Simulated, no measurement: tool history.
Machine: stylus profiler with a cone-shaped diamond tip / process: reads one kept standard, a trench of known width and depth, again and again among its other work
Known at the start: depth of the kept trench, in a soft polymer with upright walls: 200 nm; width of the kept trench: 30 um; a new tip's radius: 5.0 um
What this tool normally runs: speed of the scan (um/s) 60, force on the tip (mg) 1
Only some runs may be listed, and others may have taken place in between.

run,hour,speed of the scan (um/s),force on the tip (mg),depth of the trench (nm),width of the trench's floor (µm)
1,0,60,1,201.43,26.72
2,36,60,0.52,200.89,26.53
3,71.3,60,2.46,202.65,26.84
4,104.3,60,2.46,202.74,26.79
5,121,60,2.46,202.61,26.77
6,146,60,2.46,202.65,26.74
7,163.3,60,2.46,202.69,26.77
8,192.4,88,1,201.42,26.47
9,230.1,60,1,201.44,26.64
10,249.3,60,1,201.4,26.6
11,281.7,60,0.6,201,26.54
12,297.9,60,0.53,200.86,26.47
13,332.8,60,0.53,200.82,26.46
14,362.9,60,0.53,200.91,26.49
15,382.2,60,0.53,200.86,26.42
16,405.6,60,0.53,200.82,26.44
17,429.7,60,0.53,200.86,26.42
18,459.5,16,0.53,200.82,26.77
19,483.7,69,1,201.35,26.55
20,509.9,60,0.61,200.92,26.49
21,530.2,60,1,201.39,26.47
22,557.9,60,0.89,201.25,26.47
23,592.3,60,0.89,201.22,26.51
24,630,54,0.42,200.72,26.34
25,648.2,54,0.42,200.65,26.37
26,674,43,0.44,200.7,26.44
27,696.3,60,0.79,201.1,26.46
28,735.1,83,0.54,200.76,26.19
29,769,39,1.51,201.77,26.6
30,799,23,2.11,202.34,26.67
31,829,51,1.62,201.88,26.55
32,851.5,63,1,201.28,26.41
33,883,63,1,201.32,26.41
34,900.5,33,1.1,201.41,26.58
35,927.6,23,1.14,201.39,26.63
36,962.9,23,1.14,201.41,26.57
37,994.3,30,1.71,201.99,26.56
38,1030.4,112,2.47,202.56,26.28
39,1053.9,96,0.6,200.81,26.06
40,1077.3,150,0.45,200.71,25.49
41,1094.4,150,0.45,200.68,25.51
42,1111.8,23,1,201.25,26.59
43,1142.2,88,2.02,202.18,26.37

What does the tool deliver on the next run?
44,1162.1,88,2.02,?,?

Run 44 gave depth of the trench (nm) 202.17, width of the trench's floor (µm) 26.35.
With no hidden state in the tool, this same run would have given depth of the trench (nm) 202.43, width of the trench's floor (µm) 26.89.

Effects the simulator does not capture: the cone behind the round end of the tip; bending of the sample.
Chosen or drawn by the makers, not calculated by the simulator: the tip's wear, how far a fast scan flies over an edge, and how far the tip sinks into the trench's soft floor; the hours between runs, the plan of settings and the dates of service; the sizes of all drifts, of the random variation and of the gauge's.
